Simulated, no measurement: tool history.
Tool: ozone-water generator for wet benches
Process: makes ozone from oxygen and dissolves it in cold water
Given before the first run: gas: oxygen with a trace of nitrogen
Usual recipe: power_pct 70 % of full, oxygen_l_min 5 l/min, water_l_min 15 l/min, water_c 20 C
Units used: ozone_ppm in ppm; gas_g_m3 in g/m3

{"run": 1, "hour": 0.0, "power_pct": 70, "oxygen_l_min": 5, "water_l_min": 15, "water_c": 20, "ozone_ppm": 32.5, "gas_g_m3": 246.6}
{"run": 2, "hour": 23.9, "power_pct": 70, "oxygen_l_min": 5, "water_l_min": 15, "water_c": 20, "ozone_ppm": 31.9, "gas_g_m3": 249.6}
{"run": 3, "hour": 42.0, "power_pct": 60, "oxygen_l_min": 5, "water_l_min": 15, "water_c": 20, "ozone_ppm": 28.6, "gas_g_m3": 223.3}
{"run": 4, "hour": 69.2, "power_pct": 60, "oxygen_l_min": 5, "water_l_min": 15, "water_c": 20, "ozone_ppm": 28.8, "gas_g_m3": 222}
{"run": 5, "hour": 90.7, "power_pct": 60, "oxygen_l_min": 5, "water_l_min": 15, "water_c": 20, "ozone_ppm": 28.9, "gas_g_m3": 221.4}
{"run": 6, "hour": 121.4, "power_pct": 66, "oxygen_l_min": 5, "water_l_min": 15, "water_c": 20, "ozone_ppm": 31, "gas_g_m3": 239.7}
{"run": 7, "hour": 149.7, "power_pct": 66, "oxygen_l_min": 5, "water_l_min": 15, "water_c": 20, "ozone_ppm": 30.9, "gas_g_m3": 237.9}
{"run": 8, "hour": 168.9, "power_pct": 83, "oxygen_l_min": 5, "water_l_min": 15, "water_c": 20, "ozone_ppm": 36.1, "gas_g_m3": 279.7}
{"run": 9, "hour": 187.7, "power_pct": 70, "oxygen_l_min": 5, "water_l_min": 13, "water_c": 20, "ozone_ppm": 35.2, "gas_g_m3": 245.5}
{"run": 10, "hour": 218.8, "power_pct": 70, "oxygen_l_min": 5, "water_l_min": 13, "water_c": 20, "ozone_ppm": 35.9, "gas_g_m3": 248.1}
{"run": 11, "hour": 237.5, "power_pct": 70, "oxygen_l_min": 5, "water_l_min": 13, "water_c": 20, "ozone_ppm": 35.6, "gas_g_m3": 246.6}
{"run": 12, "hour": 266.8, "power_pct": 70, "oxygen_l_min": 5, "water_l_min": 13, "water_c": 20, "ozone_ppm": 35.1, "gas_g_m3": 247.6}
{"run": 13, "hour": 297.3, "power_pct": 70, "oxygen_l_min": 5, "water_l_min": 13, "water_c": 20, "ozone_ppm": 35.3, "gas_g_m3": 247.3}
{"run": 14, "hour": 311.4, "power_pct": 70, "oxygen_l_min": 5, "water_l_min": 13, "water_c": 20, "ozone_ppm": 35.5, "gas_g_m3": 247.7}
{"run": 15, "hour": 337.7, "power_pct": 70, "oxygen_l_min": 5, "water_l_min": 13, "water_c": 20, "ozone_ppm": 35.4, "gas_g_m3": 248.4}
{"run": 16, "hour": 369.9, "power_pct": 70, "oxygen_l_min": 5, "water_l_min": 13, "water_c": 20, "ozone_ppm": 35, "gas_g_m3": 245.5}
{"run": 17, "hour": 397.3, "power_pct": 70, "oxygen_l_min": 5, "water_l_min": 15, "water_c": 20, "ozone_ppm": 31.5, "gas_g_m3": 245}
{"run": 18, "hour": 426.8, "power_pct": 92, "oxygen_l_min": 5, "water_l_min": 15, "water_c": 15, "ozone_ppm": 41.3, "gas_g_m3": 298.3}
{"run": 19, "hour": 455.5, "power_pct": 63, "oxygen_l_min": 5.08, "water_l_min": 15, "water_c": 15, "ozone_ppm": 32.4, "gas_g_m3": 226.4}
{"run": 20, "hour": 479.7, "power_pct": 53, "oxygen_l_min": 5.14, "water_l_min": 15, "water_c": 21, "ozone_ppm": 25.5, "gas_g_m3": 200.9}
{"run": 21, "hour": 511.2, "power_pct": 53, "oxygen_l_min": 5.14, "water_l_min": 10, "water_c": 16, "ozone_ppm": 37.1, "gas_g_m3": 199.8}
{"run": 22, "hour": 543.4, "power_pct": 53, "oxygen_l_min": 5.14, "water_l_min": 10, "water_c": 16, "ozone_ppm": 36.9, "gas_g_m3": 198.3}
{"run": 23, "hour": 574.2, "power_pct": 95, "oxygen_l_min": 5, "water_l_min": 15, "water_c": 20, "ozone_ppm": 39.2, "gas_g_m3": 301.3}
{"run": 24, "hour": 601.4, "power_pct": 50, "oxygen_l_min": 7.26, "water_l_min": 9, "water_c": 20, "ozone_ppm": 31.8, "gas_g_m3": 159.8}
{"run": 25, "hour": 621.5, "power_pct": 68, "oxygen_l_min": 3.34, "water_l_min": 14, "water_c": 16, "ozone_ppm": 34.8, "gas_g_m3": 296.5}
{"run": 26, "hour": 637.4, "power_pct": 87, "oxygen_l_min": 3.34, "water_l_min": 14, "water_c": 17, "ozone_ppm": 40.7, "gas_g_m3": 350.3}
{"run": 27, "hour": 652.3, "power_pct": 47, "oxygen_l_min": 7.35, "water_l_min": 14, "water_c": 17, "ozone_ppm": 25.8, "gas_g_m3": 152.9}
{"run": 28, "hour": 686.7, "power_pct": 47, "oxygen_l_min": 7.35, "water_l_min": 14, "water_c": 17, "ozone_ppm": 25.7, "gas_g_m3": 152.9}
{"run": 29, "hour": 705.8, "power_pct": 47, "oxygen_l_min": 7.35, "water_l_min": 14, "water_c": 17, "ozone_ppm": 25.4, "gas_g_m3": 152}
{"run": 30, "hour": 733.2, "power_pct": 47, "oxygen_l_min": 7.35, "water_l_min": 22, "water_c": 17, "ozone_ppm": 18.2, "gas_g_m3": 152.9}
{"run": 31, "hour": 748.8, "power_pct": 47, "oxygen_l_min": 6.33, "water_l_min": 22, "water_c": 17, "ozone_ppm": 18.4, "gas_g_m3": 162.3}
{"run": 32, "hour": 780.2, "power_pct": 70, "oxygen_l_min": 7.42, "water_l_min": 21, "water_c": 23, "ozone_ppm": 22.1, "gas_g_m3": 198.3}
{"run": 33, "hour": 813.6, "power_pct": 70, "oxygen_l_min": 7.42, "water_l_min": 21, "water_c": 23, "ozone_ppm": 22.1, "gas_g_m3": 196.2}

4 options for the next run, each taken on its own from the tool as it stands now. Forecast them:
{"run": "A", "hour": 837.9, "power_pct": 70, "oxygen_l_min": 7.42, "water_l_min": 14, "water_c": 23, "ozone_ppm": "?", "gas_g_m3": "?"}
{"run": "B", "hour": 837.9, "power_pct": 91, "oxygen_l_min": 5, "water_l_min": 11, "water_c": 15, "ozone_ppm": "?", "gas_g_m3": "?"}
{"run": "C", "hour": 837.9, "power_pct": 80, "oxygen_l_min": 4.34, "water_l_min": 13, "water_c": 20, "ozone_ppm": "?", "gas_g_m3": "?"}
{"run": "D", "hour": 837.9, "power_pct": 57, "oxygen_l_min": 7.42, "water_l_min": 21, "water_c": 23, "ozone_ppm": "?", "gas_g_m3": "?"}

run=A ozone_ppm=29.5 gas_g_m3=198.4
run=B ozone_ppm=50.8 gas_g_m3=288.6
run=C ozone_ppm=38.2 gas_g_m3=287.1
run=D ozone_ppm=19.2 gas_g_m3=170.1
Had the tool no hidden state, the same runs would have come out as:
run=A ozone_ppm=31.7 gas_g_m3=205.4
run=B ozone_ppm=54.4 gas_g_m3=300.6
run=C ozone_ppm=41 gas_g_m3=298.2
run=D ozone_ppm=20.7 gas_g_m3=175.3
